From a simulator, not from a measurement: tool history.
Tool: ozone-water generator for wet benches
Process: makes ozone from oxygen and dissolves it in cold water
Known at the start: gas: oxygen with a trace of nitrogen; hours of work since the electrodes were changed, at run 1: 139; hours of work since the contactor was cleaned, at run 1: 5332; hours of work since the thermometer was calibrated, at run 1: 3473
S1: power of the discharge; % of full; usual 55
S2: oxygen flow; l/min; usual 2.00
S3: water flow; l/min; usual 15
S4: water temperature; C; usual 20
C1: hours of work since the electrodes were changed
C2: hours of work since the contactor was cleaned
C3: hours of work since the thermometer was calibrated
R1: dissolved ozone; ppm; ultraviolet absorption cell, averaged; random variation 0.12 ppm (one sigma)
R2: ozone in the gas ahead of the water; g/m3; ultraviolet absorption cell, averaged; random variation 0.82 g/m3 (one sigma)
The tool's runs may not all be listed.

run,hour,S1,S2,S3,S4,C1,C2,C3,R1,R2
1,0.0,55,2.00,15,20,139,5332,3473,9.8,129.8
2,76.0,55,2.00,15,20,199,5393,3534,10.3,131.0
3,125.4,55,2.00,15,20,239,5432,3573,10.1,128.8
4,170.9,55,2.00,15,20,275,5468,3609,10.1,129.4
5,232.2,55,2.00,15,22,324,5517,3658,9.8,131.2
6,277.3,55,2.00,15,22,360,5553,3694,10.1,128.2
7,356.8,55,2.00,15,20,423,5617,3758,10.0,129.0
8,414.9,55,2.00,15,20,470,5663,3804,10.0,130.3
9,477.7,55,2.00,15,20,520,5713,3854,10.0,128.8
10,535.5,55,2.00,15,20,566,5760,3900,10.1,129.3
# hour 545.6: contactor cleaned
11,577.8,55,2.00,15,20,597,26,3931,10.0,129.6
12,662.1,55,2.00,15,20,664,93,3998,9.8,129.0
13,751.9,55,3.10,15,20,736,165,4070,10.5,105.8
14,789.0,55,3.10,15,20,765,194,4100,10.7,105.4
15,856.5,69,2.73,15,17,819,248,4154,12.5,124.9
16,935.1,69,2.73,15,17,882,311,4216,12.2,126.0
17,996.0,69,2.73,15,17,931,360,4265,12.3,125.2
# hour 1008.0: contactor cleaned, once more
18,1089.3,55,2.00,11,20,1002,65,4336,13.2,128.0
19,1177.0,43,1.41,17,17,1072,135,4406,7.0,131.7
20,1249.5,43,1.41,17,17,1130,193,4464,7.2,132.9
21,1313.4,61,1.41,21,22,1181,244,4515,6.6,158.8
# hour 1356.2: water thermometer calibrated
22,1356.7,61,1.41,21,22,1215,278,0,6.5,158.4
23,1410.0,61,1.41,16,22,1257,320,43,9.1,157.1
24,1469.5,61,1.41,16,22,1305,368,90,8.7,157.3
25,1507.6,50,1.41,16,13,1335,398,121,8.5,142.4
26,1562.7,50,1.41,16,13,1379,442,165,8.6,142.0
27,1622.2,50,3.57,20,23,1427,490,212,7.8,94.1
28,1701.0,63,1.26,18,23,1490,553,275,7.6,168.4

Forecast each of these 5 alternatives for the next run:
A,1742.4,63,1.64,10,21,1523,586,308,?,?
B,1742.4,55,2.00,15,20,1523,586,308,?,?
C,1742.4,63,1.80,18,23,1523,586,308,?,?
D,1742.4,55,1.17,15,20,1523,586,308,?,?
E,1742.4,63,1.26,18,22,1523,586,308,?,?

run,R1,R2
A,14.5,149.6
B,9.9,127.6
C,8.4,142.6
D,8.5,161.1
E,7.6,169.7
Without the tool's hidden state the same runs would have given:
run,R1,R2
A,14.9,154.2
B,10.2,131.2
C,8.7,147.0
D,8.8,165.7
E,7.9,174.9
